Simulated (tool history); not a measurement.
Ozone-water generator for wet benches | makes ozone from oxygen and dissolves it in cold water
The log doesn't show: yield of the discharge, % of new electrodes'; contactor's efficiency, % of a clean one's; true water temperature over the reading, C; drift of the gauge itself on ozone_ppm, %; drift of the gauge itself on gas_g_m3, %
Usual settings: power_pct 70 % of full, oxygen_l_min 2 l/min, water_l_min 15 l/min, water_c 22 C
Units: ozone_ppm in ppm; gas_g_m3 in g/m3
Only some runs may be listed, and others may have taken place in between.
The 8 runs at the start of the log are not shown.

run,hour,power_pct,oxygen_l_min,water_l_min,water_c,hours of work since the electrodes were changed,hours of work since the contactor was cleaned,hours of work since the thermometer was calibrated,ozone_ppm,gas_g_m3
9,185.7,70,1.05,15,22,667,3011,2181,11.5,232.6
10,205.8,70,1.05,15,22,683,3026,2197,11.6,229.9
11,225.6,70,1.05,15,22,698,3042,2212,11.5,229.8
# hour 245.5: gauge calibrated
12,254.3,70,2.57,15,22,720,3064,2234,14.9,165.3
13,281.1,70,2.57,15,22,740,3084,2254,15.2,163
14,300.5,70,2.57,15,22,755,3099,2269,15.1,164.1
15,313.7,70,1.49,15,22,766,3109,2279,12.9,202.7
16,337.6,70,1.49,15,22,784,3128,2298,12.9,204.5
17,364.4,70,1.49,15,22,804,3148,2318,13.1,202.4
18,378.6,70,2.19,13,22,815,3159,2329,16.5,173
19,391.1,41,1.35,18,16,825,3169,2339,8.2,160.2
20,411.7,89,2,11,22,841,3184,2355,21.1,203
21,426.4,89,3.34,17,22,852,3196,2366,16.2,166.1
22,445.6,71,2.96,12,17,867,3210,2381,19.6,152.1
23,465.6,71,2.96,12,17,882,3226,2396,19.8,153

Run 24, settings as shown, results not yet in. Your forecast:
24,490.5,70,2,15,23,901,3245,2415,?,?

{"run 24": {"ozone_ppm": 13.9, "gas_g_m3": 177.5}}
The same run, on a tool lacking any hidden state, would have yielded ozone_ppm 13.9 ppm, gas_g_m3 183 g/m3.
